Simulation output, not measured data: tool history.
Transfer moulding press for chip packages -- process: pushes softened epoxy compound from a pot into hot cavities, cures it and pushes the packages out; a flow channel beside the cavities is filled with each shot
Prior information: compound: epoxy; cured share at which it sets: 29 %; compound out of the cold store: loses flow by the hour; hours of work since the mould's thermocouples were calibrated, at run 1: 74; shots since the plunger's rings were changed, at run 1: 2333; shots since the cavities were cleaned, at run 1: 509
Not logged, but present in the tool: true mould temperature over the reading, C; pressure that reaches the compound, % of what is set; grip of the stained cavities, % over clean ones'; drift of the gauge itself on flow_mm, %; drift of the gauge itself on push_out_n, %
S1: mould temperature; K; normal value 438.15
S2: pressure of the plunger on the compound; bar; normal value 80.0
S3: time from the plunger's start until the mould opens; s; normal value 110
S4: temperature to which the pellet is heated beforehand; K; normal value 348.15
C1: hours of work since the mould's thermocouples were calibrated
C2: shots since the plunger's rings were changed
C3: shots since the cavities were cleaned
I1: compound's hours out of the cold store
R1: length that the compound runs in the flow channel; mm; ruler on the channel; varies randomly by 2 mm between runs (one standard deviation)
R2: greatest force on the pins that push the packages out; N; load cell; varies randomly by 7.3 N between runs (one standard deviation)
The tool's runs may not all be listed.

run 1 hour=0.0 | S1=438.15 S2=80.0 S3=110 S4=348.15 | C1=74 C2=2333 C3=509 | I1=10.2 | R1=725 R2=434
run 2 hour=13.2 | S1=438.15 S2=80.0 S3=109 S4=348.15 | C1=81 C2=2449 C3=625 | I1=42.6 | R1=590 R2=421
run 3 hour=27.3 | S1=438.15 S2=80.0 S3=109 S4=348.15 | C1=88 C2=2573 C3=749 | I1=38.5 | R1=613 R2=438
run 4 hour=37.0 | S1=438.15 S2=80.0 S3=110 S4=355.15 | C1=93 C2=2658 C3=834 | I1=22.9 | R1=671 R2=434
run 5 hour=49.2 | S1=438.15 S2=80.0 S3=110 S4=346.15 | C1=99 C2=2766 C3=942 | I1=26.5 | R1=652 R2=469
-- hour=59.6 cavities cleaned with cleaning compound and waxed
run 6 hour=72.8 | S1=438.15 S2=80.0 S3=134 S4=348.15 | C1=111 C2=2960 C3=117 | I1=17.7 | R1=684 R2=478
run 7 hour=83.7 | S1=438.15 S2=80.0 S3=134 S4=348.15 | C1=116 C2=3056 C3=213 | I1=35.9 | R1=614 R2=474
-- hour=102.7 plunger's sealing rings changed
run 8 hour=103.2 | S1=438.15 S2=80.0 S3=134 S4=348.15 | C1=125 C2=5 C3=362 | I1=20.8 | R1=699 R2=474
run 9 hour=124.0 | S1=438.15 S2=80.0 S3=134 S4=348.15 | C1=135 C2=188 C3=545 | I1=42.9 | R1=612 R2=469
-- hour=135.2 cavities cleaned with cleaning compound and waxed, once more
run 10 hour=135.2 | S1=438.15 S2=80.0 S3=110 S4=356.15 | C1=140 C2=273 C3=0 | I1=41.2 | R1=615 R2=296
run 11 hour=157.0 | S1=438.15 S2=80.0 S3=110 S4=347.15 | C1=151 C2=464 C3=191 | I1=46.7 | R1=595 R2=347
run 12 hour=172.5 | S1=438.15 S2=80.0 S3=110 S4=347.15 | C1=159 C2=600 C3=327 | I1=26.6 | R1=675 R2=384
run 13 hour=188.7 | S1=438.15 S2=80.0 S3=110 S4=347.15 | C1=168 C2=743 C3=470 | I1=32.1 | R1=650 R2=392
run 14 hour=200.3 | S1=438.15 S2=80.0 S3=110 S4=348.15 | C1=173 C2=844 C3=571 | I1=14.0 | R1=723 R2=440
run 15 hour=219.3 | S1=438.15 S2=80.0 S3=110 S4=348.15 | C1=183 C2=1011 C3=738 | I1=28.2 | R1=660 R2=453
run 16 hour=229.8 | S1=438.15 S2=80.0 S3=110 S4=348.15 | C1=188 C2=1103 C3=830 | I1=46.5 | R1=591 R2=429
run 17 hour=244.3 | S1=439.15 S2=80.0 S3=110 S4=346.15 | C1=196 C2=1231 C3=958 | I1=22.1 | R1=687 R2=443
-- hour=253.1 cavities cleaned with cleaning compound and waxed
run 18 hour=267.0 | S1=440.15 S2=80.0 S3=110 S4=346.15 | C1=207 C2=1417 C3=122 | I1=18.3 | R1=699 R2=317
run 19 hour=282.9 | S1=436.15 S2=67.2 S3=142 S4=351.15 | C1=215 C2=1557 C3=262 | I1=30.6 | R1=599 R2=313
run 20 hour=304.1 | S1=436.15 S2=67.2 S3=142 S4=351.15 | C1=226 C2=1743 C3=448 | I1=13.6 | R1=660 R2=341
run 21 hour=320.0 | S1=436.15 S2=94.4 S3=119 S4=351.15 | C1=234 C2=1883 C3=588 | I1=22.5 | R1=742 R2=420
run 22 hour=337.3 | S1=436.15 S2=94.4 S3=119 S4=351.15 | C1=242 C2=2034 C3=739 | I1=46.0 | R1=646 R2=428
run 23 hour=350.7 | S1=438.15 S2=64.8 S3=125 S4=349.15 | C1=249 C2=2152 C3=857 | I1=21.1 | R1=609 R2=410
run 24 hour=365.7 | S1=435.15 S2=85.8 S3=110 S4=348.15 | C1=257 C2=2284 C3=989 | I1=45.7 | R1=614 R2=523
-- hour=372.2 cavities cleaned with cleaning compound and waxed
run 25 hour=383.0 | S1=433.15 S2=98.7 S3=141 S4=353.15 | C1=265 C2=2423 C3=95 | I1=42.2 | R1=678 R2=312
run 26 hour=405.5 | S1=433.15 S2=89.9 S3=149 S4=344.15 | C1=276 C2=2621 C3=293 | I1=28.9 | R1=692 R2=343
run 27 hour=417.2 | S1=433.15 S2=89.9 S3=149 S4=344.15 | C1=282 C2=2723 C3=395 | I1=29.1 | R1=698 R2=361
run 28 hour=429.7 | S1=438.15 S2=80.0 S3=110 S4=347.15 | C1=289 C2=2832 C3=504 | I1=45.8 | R1=584 R2=412
run 29 hour=443.6 | S1=435.15 S2=80.0 S3=131 S4=348.15 | C1=296 C2=2955 C3=627 | I1=13.4 | R1=715 R2=420

3 options for the next run, each taken on its own from the tool as it stands now. Forecast them:
run A hour=458.9 | S1=438.15 S2=80.0 S3=119 S4=348.15 | C1=303 C2=3089 C3=761 | I1=23.5 | R1=? R2=?
run B hour=458.9 | S1=437.15 S2=80.0 S3=131 S4=348.15 | C1=303 C2=3089 C3=761 | I1=22.4 | R1=? R2=?
run C hour=458.9 | S1=434.15 S2=80.0 S3=110 S4=348.15 | C1=303 C2=3089 C3=761 | I1=11.2 | R1=? R2=?

run=A R1=663 R2=419
run=B R1=673 R2=397
run=C R1=724 R2=593
With no hidden state in the tool, these same runs would have given:
run=A R1=692 R2=282
run=B R1=702 R2=267
run=C R1=755 R2=391

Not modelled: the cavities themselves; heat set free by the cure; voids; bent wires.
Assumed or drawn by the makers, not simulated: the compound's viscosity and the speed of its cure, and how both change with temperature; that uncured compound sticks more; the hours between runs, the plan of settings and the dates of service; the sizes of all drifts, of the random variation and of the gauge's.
